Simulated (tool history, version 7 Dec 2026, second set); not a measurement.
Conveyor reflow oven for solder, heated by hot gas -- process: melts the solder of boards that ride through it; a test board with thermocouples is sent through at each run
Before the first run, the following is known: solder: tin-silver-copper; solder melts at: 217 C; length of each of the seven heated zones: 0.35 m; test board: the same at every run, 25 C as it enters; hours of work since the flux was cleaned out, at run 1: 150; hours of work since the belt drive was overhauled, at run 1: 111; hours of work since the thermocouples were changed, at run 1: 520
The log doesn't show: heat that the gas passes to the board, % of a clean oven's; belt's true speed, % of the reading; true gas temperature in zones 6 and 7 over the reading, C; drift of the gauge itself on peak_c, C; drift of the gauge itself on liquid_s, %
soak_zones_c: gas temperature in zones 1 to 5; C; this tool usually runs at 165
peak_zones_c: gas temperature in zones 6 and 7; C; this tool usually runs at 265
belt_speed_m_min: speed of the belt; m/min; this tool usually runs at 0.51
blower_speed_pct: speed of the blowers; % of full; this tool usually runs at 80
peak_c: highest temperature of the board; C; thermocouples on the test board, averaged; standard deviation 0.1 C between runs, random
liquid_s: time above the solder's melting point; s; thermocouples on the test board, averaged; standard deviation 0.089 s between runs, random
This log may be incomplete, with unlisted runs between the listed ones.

| run | day | soak_zones_c | peak_zones_c | belt_speed_m_min | blower_speed_pct | hours of work since the flux was cleaned out | hours of work since the belt drive was overhauled | hours of work since the thermocouples were changed | peak_c | liquid_s |
|---|---|---|---|---|---|---|---|---|---|---|
| 1 | 0 | 165 | 265 | 0.51 | 80 | 150 | 111 | 520 | 248.1 | 55.54 |
| 2 | 0.596 | 165 | 267 | 0.51 | 80 | 160 | 121 | 531 | 249.8 | 56.85 |
| 3 | 0.958 | 165 | 265 | 0.51 | 80 | 167 | 128 | 537 | 248.1 | 55.28 |
| 4 | 1.779 | 165 | 265 | 0.51 | 80 | 181 | 142 | 552 | 248 | 55.18 |
| 5 | 2.538 | 165 | 265 | 0.51 | 80 | 195 | 156 | 565 | 247.8 | 55.25 |
| 6 | 3.121 | 165 | 265 | 0.51 | 58 | 205 | 166 | 575 | 243 | 48.69 |
| 7 | 3.542 | 165 | 265 | 0.51 | 58 | 213 | 174 | 583 | 242.9 | 48.66 |
| 8 | 4.296 | 165 | 265 | 0.51 | 75 | 226 | 187 | 596 | 246.6 | 53.84 |
|  | 4.746 | flux residue cleaned out of gas plates and filters |
| 9 | 5.188 | 165 | 265 | 0.51 | 75 | 8 | 199 | 608 | 247.5 | 55.18 |
| 10 | 5.821 | 165 | 265 | 0.51 | 75 | 19 | 210 | 620 | 247.8 | 55.24 |
| 11 | 6.183 | 165 | 265 | 0.51 | 75 | 26 | 217 | 626 | 247.7 | 55.13 |
|  | 6.433 | thermocouples of zones 6 and 7 changed |
| 12 | 6.871 | 165 | 265 | 0.51 | 59 | 36 | 227 | 8 | 245.3 | 51.74 |
| 13 | 7.5 | 165 | 265 | 0.51 | 59 | 47 | 239 | 19 | 245.2 | 51.61 |
| 14 | 8.317 | 165 | 265 | 0.51 | 59 | 62 | 253 | 33 | 245.1 | 51.57 |
| 15 | 8.925 | 164 | 265 | 0.51 | 80 | 73 | 264 | 44 | 249.8 | 56.57 |
| 16 | 9.312 | 168 | 265 | 0.51 | 53 | 80 | 271 | 51 | 243.9 | 50.66 |
| 17 | 10.004 | 179 | 263 | 0.51 | 81 | 92 | 283 | 63 | 250 | 63.19 |
| 18 | 10.429 | 165 | 265 | 0.478 | 53 | 99 | 291 | 71 | 245.6 | 55.63 |
| 19 | 11.204 | 175 | 265 | 0.51 | 80 | 113 | 304 | 85 | 251.1 | 61.96 |
| 20 | 11.621 | 162 | 265 | 0.51 | 54 | 121 | 312 | 92 | 242.7 | 47.45 |
| 21 | 12.254 | 165 | 277 | 0.608 | 70 | 132 | 323 | 103 | 250.6 | 46.52 |
| 22 | 12.604 | 165 | 277 | 0.608 | 70 | 138 | 329 | 110 | 250.6 | 46.35 |
| 23 | 13.067 | 177 | 279 | 0.608 | 70 | 146 | 337 | 118 | 255.2 | 53.21 |
| 24 | 13.667 | 165 | 265 | 0.5 | 85 | 157 | 348 | 128 | 250.6 | 59.28 |
| 25 | 14.188 | 154 | 265 | 0.51 | 80 | 166 | 357 | 138 | 247.2 | 51.28 |
| 26 | 14.938 | 179 | 273 | 0.558 | 53 | 180 | 371 | 151 | 249 | 53.82 |
| 27 | 15.504 | 174 | 273 | 0.414 | 73 | 190 | 381 | 161 | 262.4 | 86.32 |
| 28 | 16.004 | 165 | 265 | 0.51 | 71 | 198 | 390 | 170 | 247.1 | 54.19 |
| 29 | 16.6 | 165 | 265 | 0.51 | 71 | 209 | 400 | 181 | 247.1 | 54.27 |

Consider 3 possible next runs. They are alternatives, not a sequence: every one starts from the tool as it was left by run 29. What does each give?
| A | 17.192 | 165 | 265 | 0.451 | 59 | 220 | 411 | 191 | ? | ? |
| B | 17.192 | 161 | 265 | 0.594 | 76 | 220 | 411 | 191 | ? | ? |
| C | 17.192 | 165 | 259 | 0.51 | 71 | 220 | 411 | 191 | ? | ? |

| run | peak_c | liquid_s |
|---|---|---|
| A | 248.6 | 63.31 |
| B | 241.5 | 39.33 |
| C | 241.8 | 48.96 |
With no hidden state in the tool, these same runs would have given:
| run | peak_c | liquid_s |
|---|---|---|
| A | 249.7 | 64.17 |
| B | 243 | 40.77 |
| C | 243 | 50.28 |

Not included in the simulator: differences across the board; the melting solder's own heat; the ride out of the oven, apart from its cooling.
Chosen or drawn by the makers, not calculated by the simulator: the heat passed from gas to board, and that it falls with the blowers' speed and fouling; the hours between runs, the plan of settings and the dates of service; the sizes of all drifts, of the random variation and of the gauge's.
